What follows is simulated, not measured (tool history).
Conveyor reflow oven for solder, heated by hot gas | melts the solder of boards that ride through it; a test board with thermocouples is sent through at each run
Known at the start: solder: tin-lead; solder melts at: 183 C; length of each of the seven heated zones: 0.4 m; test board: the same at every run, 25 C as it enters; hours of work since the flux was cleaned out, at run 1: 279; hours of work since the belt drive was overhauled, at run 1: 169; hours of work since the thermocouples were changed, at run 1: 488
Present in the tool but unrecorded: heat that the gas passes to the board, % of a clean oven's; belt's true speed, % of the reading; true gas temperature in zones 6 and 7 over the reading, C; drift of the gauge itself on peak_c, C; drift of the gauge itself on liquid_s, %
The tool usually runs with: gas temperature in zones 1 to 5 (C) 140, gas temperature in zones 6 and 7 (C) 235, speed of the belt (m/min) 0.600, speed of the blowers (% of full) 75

| run | hour | gas temperature in zones 1 to 5 (C) | gas temperature in zones 6 and 7 (C) | speed of the belt (m/min) | speed of the blowers (% of full) | hours of work since the flux was cleaned out | hours of work since the belt drive was overhauled | hours of work since the thermocouples were changed | highest temperature of the board (C) | time above the solder's melting point (s) |
|---|---|---|---|---|---|---|---|---|---|---|
| 1 | 0.0 | 140 | 235 | 0.600 | 75 | 279 | 169 | 488 | 214.2 | 57.7 |
| 2 | 75.6 | 140 | 235 | 0.600 | 75 | 322 | 212 | 532 | 214.2 | 57.8 |
| 3 | 156.9 | 140 | 235 | 0.600 | 75 | 368 | 259 | 578 | 214.7 | 57.2 |
|  | 204.6 | thermocouples of zones 6 and 7 changed |
| 4 | 247.4 | 140 | 235 | 0.600 | 75 | 419 | 310 | 24 | 213.0 | 55.9 |
| 5 | 293.1 | 140 | 235 | 0.600 | 75 | 445 | 336 | 51 | 212.6 | 55.5 |
|  | 323.7 | flux residue cleaned out of gas plates and filters |
| 6 | 367.2 | 140 | 235 | 0.600 | 75 | 25 | 375 | 90 | 216.1 | 59.9 |
| 7 | 452.4 | 140 | 235 | 0.600 | 75 | 74 | 424 | 139 | 215.7 | 58.9 |
| 8 | 518.6 | 140 | 235 | 0.600 | 75 | 112 | 462 | 177 | 215.5 | 59.4 |
| 9 | 601.3 | 140 | 235 | 0.600 | 75 | 159 | 509 | 224 | 215.3 | 58.6 |
| 10 | 682.6 | 140 | 235 | 0.600 | 81 | 205 | 556 | 271 | 217.0 | 60.6 |
| 11 | 742.9 | 140 | 235 | 0.600 | 81 | 240 | 590 | 305 | 216.8 | 60.8 |
| 12 | 803.5 | 149 | 235 | 0.600 | 75 | 275 | 625 | 340 | 217.1 | 64.3 |
| 13 | 870.3 | 149 | 235 | 0.600 | 75 | 313 | 663 | 378 | 217.1 | 63.5 |
| 14 | 909.6 | 149 | 235 | 0.600 | 75 | 335 | 686 | 401 | 216.6 | 64.4 |
| 15 | 946.1 | 153 | 235 | 0.600 | 75 | 356 | 707 | 422 | 217.4 | 66.6 |
| 16 | 1025.8 | 140 | 235 | 0.579 | 75 | 402 | 752 | 467 | 216.2 | 62.0 |
|  | 1042.2 | belt drive overhauled, speed set with a stopwatch |
| 17 | 1071.6 | 129 | 227 | 0.600 | 75 | 426 | 17 | 491 | 205.3 | 42.5 |
| 18 | 1113.2 | 137 | 235 | 0.600 | 75 | 450 | 41 | 515 | 213.2 | 54.4 |
|  | 1134.0 | flux residue cleaned out of gas plates and filters |
| 19 | 1193.2 | 137 | 237 | 0.600 | 69 | 34 | 84 | 558 | 216.4 | 57.3 |
|  | 1278.2 | thermocouples of zones 6 and 7 changed |
| 20 | 1282.8 | 148 | 236 | 0.552 | 70 | 84 | 134 | 3 | 218.6 | 70.4 |
| 21 | 1322.4 | 133 | 229 | 0.600 | 77 | 107 | 156 | 25 | 208.8 | 49.4 |
| 22 | 1393.7 | 133 | 229 | 0.600 | 77 | 148 | 197 | 66 | 208.8 | 49.6 |
| 23 | 1442.4 | 147 | 235 | 0.660 | 75 | 175 | 225 | 94 | 213.2 | 52.9 |
| 24 | 1531.0 | 129 | 250 | 0.600 | 76 | 226 | 276 | 145 | 224.5 | 61.4 |
| 25 | 1601.0 | 129 | 225 | 0.600 | 50 | 266 | 316 | 185 | 194.9 | 26.9 |
| 26 | 1675.6 | 140 | 226 | 0.673 | 67 | 309 | 359 | 228 | 200.9 | 35.8 |
| 27 | 1726.0 | 140 | 226 | 0.673 | 67 | 338 | 387 | 256 | 200.3 | 35.1 |
| 28 | 1793.7 | 140 | 226 | 0.673 | 67 | 377 | 426 | 295 | 200.4 | 34.6 |

The next listed run, before its measurement:
| 29 | 1838.5 | 126 | 228 | 0.527 | 89 | 402 | 452 | 321 | ? | ? |

{"run 29": {"highest temperature of the board (C)": 212.7, "time above the solder's melting point (s)": 60.1}}
Minus the tool's unlogged condition, the same run would have read highest temperature of the board (C) 214.4, time above the solder's melting point (s) 62.2.
